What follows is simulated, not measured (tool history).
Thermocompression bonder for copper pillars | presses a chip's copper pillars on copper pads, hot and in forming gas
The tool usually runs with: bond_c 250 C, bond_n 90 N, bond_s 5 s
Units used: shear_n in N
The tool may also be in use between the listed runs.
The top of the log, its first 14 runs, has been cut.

Run 15, hour 297.7: usual settings. Result: shear_n 80.4 N.
Run 16, hour 316.0: usual settings but bond_s 7 s. Result: shear_n 91.9 N.
Run 17, hour 337.2: usual settings but bond_s 7 s. Result: shear_n 89.6 N.
Run 18, hour 360.7: usual settings but bond_s 11 s. Result: shear_n 101.1 N.
Run 19, hour 375.2: usual settings. Result: shear_n 81.3 N.
Run 20, hour 388.2: usual settings. Result: shear_n 81.1 N.
Run 21, hour 416.9: usual settings but bond_c 223 C, bond_n 107 N, bond_s 15 s. Result: shear_n 93.1 N.
Run 22, hour 432.2: usual settings but bond_c 223 C, bond_n 107 N, bond_s 15 s. Result: shear_n 93.8 N.
At hour 437.0: heater calibrated with a thermocouple chip.
Run 23, hour 450.2: usual settings but bond_c 226 C, bond_n 89 N. Result: shear_n 59.9 N.
Run 24, hour 467.9: usual settings but bond_c 226 C, bond_n 89 N. Result: shear_n 60.0 N.
Run 25, hour 484.0: usual settings but bond_c 226 C, bond_n 87 N, bond_s 4 s. Result: shear_n 55.4 N.
Run 26, hour 497.0: usual settings but bond_c 226 C, bond_n 87 N, bond_s 4 s. Result: shear_n 55.1 N.
At hour 509.7: forming gas filter changed.
Run 27, hour 516.4: usual settings but bond_c 267 C, bond_n 91 N, bond_s 3 s. Result: shear_n 94.8 N.
Run 28, hour 542.2: usual settings but bond_c 267 C, bond_n 81 N. Result: shear_n 101.7 N.
Run 29, hour 560.0: usual settings but bond_c 267 C, bond_n 132 N, bond_s 7 s. Result: shear_n 130.8 N.
Run 30, hour 573.6: usual settings but bond_c 267 C, bond_n 132 N, bond_s 7 s. Result: shear_n 131.3 N.
At hour 597.3: heater calibrated with a thermocouple chip, once more.
Run 31, hour 602.8: usual settings but bond_s 3 s. Result: shear_n 69.2 N.
Run 32, hour 622.9: usual settings but bond_c 258 C, bond_s 6 s. Result: shear_n 92.9 N.
Run 33, hour 643.2: usual settings but bond_c 260 C, bond_s 10 s. Result: shear_n 108.1 N.
Run 34, hour 659.8: usual settings but bond_c 228 C, bond_n 78 N, bond_s 9 s. Result: shear_n 64.4 N.
Run 35, hour 676.3: usual settings but bond_c 228 C, bond_n 78 N, bond_s 9 s. Result: shear_n 65.8 N.
Run 36, hour 693.0: usual settings but bond_c 228 C, bond_n 78 N, bond_s 9 s. Result: shear_n 65.7 N.
Run 37, hour 715.7: usual settings but bond_c 228 C, bond_n 78 N, bond_s 9 s. Result: shear_n 67.1 N.
Run 38, hour 743.3: usual settings but bond_c 222 C, bond_n 72 N, bond_s 14 s. Result: shear_n 65.0 N.
Run 39, hour 762.7: usual settings but bond_n 72 N. Result: shear_n 67.0 N.

Branching from run 39: 4 alternative next runs. What would each branch give?
Run A, hour 777.4: usual settings but bond_n 72 N, bond_s 3 s. Result: shear_n ?.
Run B, hour 777.4: usual settings but bond_c 236 C, bond_n 103 N. Result: shear_n ?.
Run C, hour 777.4: usual settings but bond_n 116 N. Result: shear_n ?.
Run D, hour 777.4: usual settings but bond_c 270 C, bond_n 69 N. Result: shear_n ?.

run  shear_n
  A     53.9
  B     76.8
  C     96.7
  D     81.6
Take away the tool's hidden state, keep each run's random variation, and the runs would have read:
run  shear_n
  A     54.4
  B     78.0
  C     99.1
  D     83.1

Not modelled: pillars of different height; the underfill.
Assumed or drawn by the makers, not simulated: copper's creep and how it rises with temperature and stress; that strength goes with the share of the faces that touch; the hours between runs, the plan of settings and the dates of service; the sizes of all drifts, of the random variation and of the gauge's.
